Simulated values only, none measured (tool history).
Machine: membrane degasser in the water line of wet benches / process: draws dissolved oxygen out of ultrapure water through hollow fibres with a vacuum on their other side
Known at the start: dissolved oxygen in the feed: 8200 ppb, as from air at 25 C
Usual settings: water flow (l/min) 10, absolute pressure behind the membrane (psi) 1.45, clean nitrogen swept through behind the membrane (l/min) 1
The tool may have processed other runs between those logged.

| run | hour | water flow (l/min) | absolute pressure behind the membrane (psi) | clean nitrogen swept through behind the membrane (l/min) | dissolved oxygen in the water behind the degasser (ppb) | pressure that the water loses in the fibres (psi) |
|---|---|---|---|---|---|---|
| 1 | 0 | 10 | 1.45 | 1 | 470.4 | 8.414 |
| 2 | 27.9 | 10 | 1.51 | 1 | 488.1 | 8.354 |
| 3 | 53.6 | 10 | 1.51 | 0.92 | 492 | 8.334 |
| 4 | 89.1 | 10 | 1.51 | 0.92 | 491.4 | 8.421 |
| 5 | 145 | 10 | 1.51 | 0.92 | 479.8 | 8.374 |
| 6 | 202 | 10 | 1.45 | 0.44 | 617.7 | 8.363 |
| 7 | 236.1 | 10 | 1.45 | 1 | 470 | 8.388 |
| 8 | 286.2 | 10 | 1.45 | 1 | 467.6 | 8.392 |
| 9 | 315.6 | 10 | 1.45 | 1 | 476.4 | 8.348 |
| 10 | 360.8 | 6 | 1.45 | 1 | 240.5 | 5.013 |
| 11 | 408 | 6 | 1.45 | 1 | 243 | 5.024 |
| 12 | 447.5 | 10 | 1.45 | 1.64 | 416.5 | 8.448 |
| 13 | 499.1 | 10 | 1.45 | 1.64 | 423.9 | 8.424 |
| 14 | 528.5 | 10 | 1.45 | 1.64 | 412.4 | 8.38 |
| 15 | 571 | 10 | 1.45 | 1.64 | 419.1 | 8.388 |
| 16 | 611.8 | 10 | 1.45 | 1 | 469.3 | 8.373 |
| 17 | 644 | 10 | 1.45 | 1 | 478.1 | 8.364 |
| 18 | 684.2 | 12 | 2.73 | 1.35 | 709.7 | 10.09 |
| 19 | 717.6 | 7 | 0.99 | 2.58 | 214.2 | 5.883 |
| 20 | 745.5 | 14 | 2.12 | 0.57 | 1021.4 | 11.784 |
| 21 | 772.7 | 10 | 2.1 | 0.46 | 827.2 | 8.351 |
| 22 | 820.9 | 10 | 2.1 | 2.11 | 448.7 | 8.399 |
| 23 | 854.2 | 10 | 2.1 | 2.11 | 455.8 | 8.376 |
| 24 | 914.8 | 10 | 1.03 | 1.39 | 386 | 8.422 |
| 25 | 975 | 10 | 1.03 | 1.39 | 390.4 | 8.417 |
| 26 | 1035.3 | 7 | 2.99 | 0.89 | 491.1 | 5.894 |
| 27 | 1065.2 | 11 | 1.9 | 1.22 | 568.8 | 9.255 |
| 28 | 1108.4 | 11 | 1.9 | 1.22 | 571.4 | 9.233 |
| 29 | 1164.9 | 15 | 2.61 | 1 | 999.5 | 12.631 |
| 30 | 1190.3 | 12 | 1.1 | 0.53 | 623.4 | 10.112 |
| 31 | 1231.7 | 7 | 0.99 | 1.34 | 234.7 | 5.87 |
| 32 | 1280.9 | 7 | 0.99 | 1.34 | 230.7 | 5.896 |
| 33 | 1323.3 | 7 | 2.51 | 1.34 | 361.7 | 5.835 |

A few steps of dissolved oxygen in the water behind the degasser (ppb) between consecutive runs. Split each: what settings, incoming material and random variation would produce without the hidden state, and what is left over for the hidden state, along with gauge scatter present in only one of the two compared results (measured, and without hidden state):
Hidden conditions of the tool in this case: membrane still open, %; true pressure behind the membrane over the reading, kPa; air that leaks in behind the membrane, l/min; drift of the gauge itself on oxygen_ppb, %; drift of the gauge itself on loss_of_pressure_kpa, %.
Run 18 -> 19: water flow (l/min) 12 -> 7, absolute pressure behind the membrane (psi) 2.73 -> 0.99, clean nitrogen swept through behind the membrane (l/min) 1.35 -> 2.58. dissolved oxygen in the water behind the degasser (ppb) -495.5: hidden state -6, all else -489.5.
Run 19 -> 20: water flow (l/min) 7 -> 14, absolute pressure behind the membrane (psi) 0.99 -> 2.12, clean nitrogen swept through behind the membrane (l/min) 2.58 -> 0.57. dissolved oxygen in the water behind the degasser (ppb) +807.2: hidden state +5.3, all else +801.9.
Run 28 -> 29: water flow (l/min) 11 -> 15, absolute pressure behind the membrane (psi) 1.9 -> 2.61, clean nitrogen swept through behind the membrane (l/min) 1.22 -> 1. dissolved oxygen in the water behind the degasser (ppb) +428.1: hidden state +3.5, all else +424.6.
Run 29 -> 30: water flow (l/min) 15 -> 12, absolute pressure behind the membrane (psi) 2.61 -> 1.1, clean nitrogen swept through behind the membrane (l/min) 1 -> 0.53. dissolved oxygen in the water behind the degasser (ppb) -376.1: hidden state -4.7, all else -371.4.
